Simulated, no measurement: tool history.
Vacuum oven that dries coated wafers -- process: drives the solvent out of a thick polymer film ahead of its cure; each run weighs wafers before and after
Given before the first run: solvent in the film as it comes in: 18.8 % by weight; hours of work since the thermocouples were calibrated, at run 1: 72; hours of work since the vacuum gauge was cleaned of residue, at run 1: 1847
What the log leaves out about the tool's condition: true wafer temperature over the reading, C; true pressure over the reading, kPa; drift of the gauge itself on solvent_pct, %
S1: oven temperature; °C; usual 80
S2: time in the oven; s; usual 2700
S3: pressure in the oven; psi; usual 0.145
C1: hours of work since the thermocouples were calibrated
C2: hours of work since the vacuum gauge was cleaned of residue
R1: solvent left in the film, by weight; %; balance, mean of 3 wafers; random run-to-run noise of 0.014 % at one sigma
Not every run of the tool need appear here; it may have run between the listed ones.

Run 1, hour 0.0: usual settings; C1 72; C2 1847. Result: R1 1.07 %.
Run 2, hour 104.2: usual settings but S1 86 °C; C1 116; C2 1891. Result: R1 0.58 %.
Run 3, hour 177.0: usual settings but S1 86 °C; C1 147; C2 1922. Result: R1 0.59 %.
Run 4, hour 279.4: usual settings but S1 86 °C; C1 190; C2 1966. Result: R1 0.59 %.
Run 5, hour 352.7: usual settings but S1 86 °C; C1 222; C2 1997. Result: R1 0.60 %.
Run 6, hour 449.8: usual settings but S1 86 °C; C1 263; C2 2038. Result: R1 0.61 %.
Run 7, hour 513.6: usual settings but S1 86 °C; C1 290; C2 2065. Result: R1 0.60 %.
Run 8, hour 600.7: usual settings but S1 86 °C; C1 327; C2 2102. Result: R1 0.62 %.
At hour 611.7: vacuum gauge cleaned of residue and calibrated.
Run 9, hour 660.2: usual settings but S1 86 °C; C1 352; C2 21. Result: R1 0.45 %.
Run 10, hour 769.7: usual settings but S1 86 °C; C1 399; C2 67. Result: R1 0.45 %.
Run 11, hour 873.0: usual settings but S1 86 °C; C1 443; C2 111. Result: R1 0.44 %.
Run 12, hour 967.4: usual settings but S1 86 °C; C1 483; C2 151. Result: R1 0.43 %.
Run 13, hour 1073.8: usual settings but S1 86 °C; C1 528; C2 197. Result: R1 0.47 %.
Run 14, hour 1146.3: usual settings; C1 559; C2 228. Result: R1 0.91 %.
Run 15, hour 1209.5: usual settings; C1 586; C2 254. Result: R1 0.94 %.
At hour 1293.6: oven's thermocouples calibrated.
Run 16, hour 1304.3: usual settings; C1 5; C2 294. Result: R1 0.86 %.
Run 17, hour 1371.3: usual settings but S3 0.168 psi; C1 33; C2 323. Result: R1 0.91 %.
Run 18, hour 1458.2: usual settings but S3 0.168 psi; C1 70; C2 360. Result: R1 0.89 %.
Run 19, hour 1540.3: usual settings but S3 0.168 psi; C1 105; C2 394. Result: R1 0.92 %.
Run 20, hour 1593.5: usual settings but S3 0.168 psi; C1 128; C2 417. Result: R1 0.87 %.
Run 21, hour 1651.8: usual settings; C1 152; C2 442. Result: R1 0.86 %.
Run 22, hour 1741.1: usual settings; C1 191; C2 480. Result: R1 0.89 %.
Run 23, hour 1788.6: usual settings but S1 81 °C, S2 3360 s, S3 0.162 psi; C1 211; C2 500. Result: R1 0.52 %.
Run 24, hour 1858.3: usual settings but S2 1500 s, S3 0.103 psi; C1 240; C2 530. Result: R1 2.77 %.
Run 25, hour 1949.4: usual settings but S2 1500 s, S3 0.416 psi; C1 279; C2 569. Result: R1 3.21 %.
Run 26, hour 2055.7: usual settings but S2 1740 s, S3 0.416 psi; C1 324; C2 614. Result: R1 2.61 %.
Run 27, hour 2151.6: usual settings but S2 1740 s, S3 0.416 psi; C1 365; C2 655. Result: R1 2.60 %.
Run 28, hour 2232.6: usual settings but S2 1740 s, S3 0.416 psi; C1 400; C2 689. Result: R1 2.60 %.
Run 29, hour 2322.3: usual settings but S1 69 °C, S2 4080 s, S3 0.322 psi; C1 438; C2 727. Result: R1 1.76 %.
Run 30, hour 2386.7: usual settings but S1 69 °C, S2 4080 s, S3 0.322 psi; C1 465; C2 755. Result: R1 1.78 %.
Run 31, hour 2434.8: usual settings but S1 79 °C; C1 486; C2 775. Result: R1 1.03 %.
Run 32, hour 2513.0: usual settings but S1 79 °C; C1 519; C2 809. Result: R1 1.05 %.
Run 33, hour 2599.8: usual settings but S1 79 °C; C1 556; C2 845. Result: R1 1.05 %.
Run 34, hour 2711.1: usual settings but S2 1740 s, S3 0.257 psi; C1 603; C2 893. Result: R1 2.45 %.
At hour 2752.2: oven's thermocouples calibrated.
Run 35, hour 2778.3: usual settings but S1 75 °C, S2 1320 s, S3 0.439 psi; C1 11; C2 921. Result: R1 5.16 %.
Run 36, hour 2874.3: usual settings but S1 93 °C, S2 2820 s, S3 0.245 psi; C1 52; C2 962. Result: R1 0.33 %.
Run 37, hour 2978.6: usual settings but S1 77 °C, S2 2820 s, S3 0.245 psi; C1 96; C2 1006. Result: R1 1.38 %.
Run 38, hour 3030.7: usual settings but S1 77 °C, S2 2820 s, S3 0.245 psi; C1 119; C2 1028. Result: R1 1.41 %.
Run 39, hour 3080.8: usual settings but S1 77 °C, S2 3660 s, S3 0.245 psi; C1 140; C2 1049. Result: R1 0.91 %.
Run 40, hour 3148.0: usual settings but S1 83 °C, S2 2100 s, S3 0.254 psi; C1 168; C2 1078. Result: R1 1.33 %.
Run 41, hour 3241.7: usual settings but S1 93 °C, S3 0.099 psi; C1 208; C2 1118. Result: R1 0.22 %.

Across each entry between runs, compare the hidden state at the last listed run before it with the hidden state at the first listed run after it:
Run 8 -> run 9: vacuum gauge cleaned of residue and calibrated (hour 611.7)
  true wafer temperature over the reading, C: -0.51 -> -0.53; true pressure over the reading, kPa: 0.983 -> 0.008
  measured less the result without the state, R1: +0.20 -> +0.02 %
Run 15 -> run 16: oven's thermocouples calibrated (hour 1293.6)
  true wafer temperature over the reading, C: -0.69 -> 0.12; true pressure over the reading, kPa: 0.114 -> 0.133
  measured less the result without the state, R1: +0.10 -> +0.02 %
Run 34 -> run 35: oven's thermocouples calibrated (hour 2752.2)
  true wafer temperature over the reading, C: -0.3 -> -0.02; true pressure over the reading, kPa: 0.407 -> 0.42
  measured less the result without the state, R1: +0.14 -> +0.10 %
